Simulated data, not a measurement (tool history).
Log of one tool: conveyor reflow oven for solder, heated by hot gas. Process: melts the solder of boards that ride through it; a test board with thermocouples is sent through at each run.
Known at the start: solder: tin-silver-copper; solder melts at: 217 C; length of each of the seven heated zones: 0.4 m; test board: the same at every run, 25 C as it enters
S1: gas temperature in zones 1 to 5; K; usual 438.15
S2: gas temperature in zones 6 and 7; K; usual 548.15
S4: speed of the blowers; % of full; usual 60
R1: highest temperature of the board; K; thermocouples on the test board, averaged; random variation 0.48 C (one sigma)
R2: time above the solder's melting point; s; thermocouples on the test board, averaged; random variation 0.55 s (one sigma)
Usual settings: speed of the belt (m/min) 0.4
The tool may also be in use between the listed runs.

{"run": 1, "hour": 0.0, "S1": 438.15, "S2": 548.15, "speed of the belt (m/min)": 0.4, "S4": 60, "R1": 534.05, "R2": 95.4}
{"run": 2, "hour": 8.5, "S1": 438.15, "S2": 548.15, "speed of the belt (m/min)": 0.4, "S4": 60, "R1": 533.25, "R2": 95.5}
{"run": 3, "hour": 18.7, "S1": 438.15, "S2": 548.15, "speed of the belt (m/min)": 0.4, "S4": 60, "R1": 533.85, "R2": 96.7}
{"run": 4, "hour": 28.0, "S1": 438.15, "S2": 548.15, "speed of the belt (m/min)": 0.4, "S4": 60, "R1": 533.85, "R2": 96.1}
{"run": 5, "hour": 34.0, "S1": 438.15, "S2": 548.15, "speed of the belt (m/min)": 0.4, "S4": 60, "R1": 533.85, "R2": 95.9}
{"run": 6, "hour": 45.7, "S1": 438.15, "S2": 548.15, "speed of the belt (m/min)": 0.4, "S4": 60, "R1": 534.25, "R2": 95.6}
{"run": 7, "hour": 57.3, "S1": 436.15, "S2": 548.15, "speed of the belt (m/min)": 0.4, "S4": 60, "R1": 533.25, "R2": 94.1}
{"run": 8, "hour": 63.7, "S1": 438.15, "S2": 548.15, "speed of the belt (m/min)": 0.4, "S4": 60, "R1": 534.35, "R2": 95.2}
{"run": 9, "hour": 76.6, "S1": 438.15, "S2": 548.15, "speed of the belt (m/min)": 0.4, "S4": 60, "R1": 533.25, "R2": 96.1}
{"run": 10, "hour": 86.0, "S1": 438.15, "S2": 548.15, "speed of the belt (m/min)": 0.4, "S4": 60, "R1": 533.55, "R2": 96.2}
{"run": 11, "hour": 99.2, "S1": 436.15, "S2": 548.15, "speed of the belt (m/min)": 0.4, "S4": 60, "R1": 533.55, "R2": 94.7}
{"run": 12, "hour": 111.3, "S1": 436.15, "S2": 548.15, "speed of the belt (m/min)": 0.4, "S4": 60, "R1": 532.25, "R2": 93.9}
{"run": 13, "hour": 125.4, "S1": 438.15, "S2": 548.15, "speed of the belt (m/min)": 0.467, "S4": 60, "R1": 527.75, "R2": 74.9}
{"run": 14, "hour": 131.6, "S1": 438.15, "S2": 548.15, "speed of the belt (m/min)": 0.467, "S4": 60, "R1": 527.85, "R2": 75.4}
{"run": 15, "hour": 143.4, "S1": 438.15, "S2": 548.15, "speed of the belt (m/min)": 0.467, "S4": 60, "R1": 527.85, "R2": 75}
{"run": 16, "hour": 153.3, "S1": 430.15, "S2": 548.15, "speed of the belt (m/min)": 0.467, "S4": 60, "R1": 526.05, "R2": 71.3}
{"run": 17, "hour": 165.4, "S1": 430.15, "S2": 548.15, "speed of the belt (m/min)": 0.467, "S4": 60, "R1": 527.15, "R2": 70.6}
{"run": 18, "hour": 172.2, "S1": 444.15, "S2": 548.15, "speed of the belt (m/min)": 0.368, "S4": 60, "R1": 536.25, "R2": 110.4}
{"run": 19, "hour": 185.6, "S1": 424.15, "S2": 548.15, "speed of the belt (m/min)": 0.4, "S4": 60, "R1": 531.05, "R2": 88}
{"run": 20, "hour": 197.3, "S1": 438.15, "S2": 545.15, "speed of the belt (m/min)": 0.413, "S4": 60, "R1": 528.95, "R2": 88.8}
{"run": 21, "hour": 204.1, "S1": 428.15, "S2": 552.15, "speed of the belt (m/min)": 0.414, "S4": 71, "R1": 535.75, "R2": 90.4}

Run 22 comes next. What will it give?
{"run": 22, "hour": 214.0, "S1": 443.15, "S2": 548.15, "speed of the belt (m/min)": 0.4, "S4": 81, "R1": "?", "R2": "?"}

Run 22 gave R1 535.75 K, R2 101.1 s.
Without the tool's hidden state the same run would have given R1 538.15 K, R2 102.3 s.
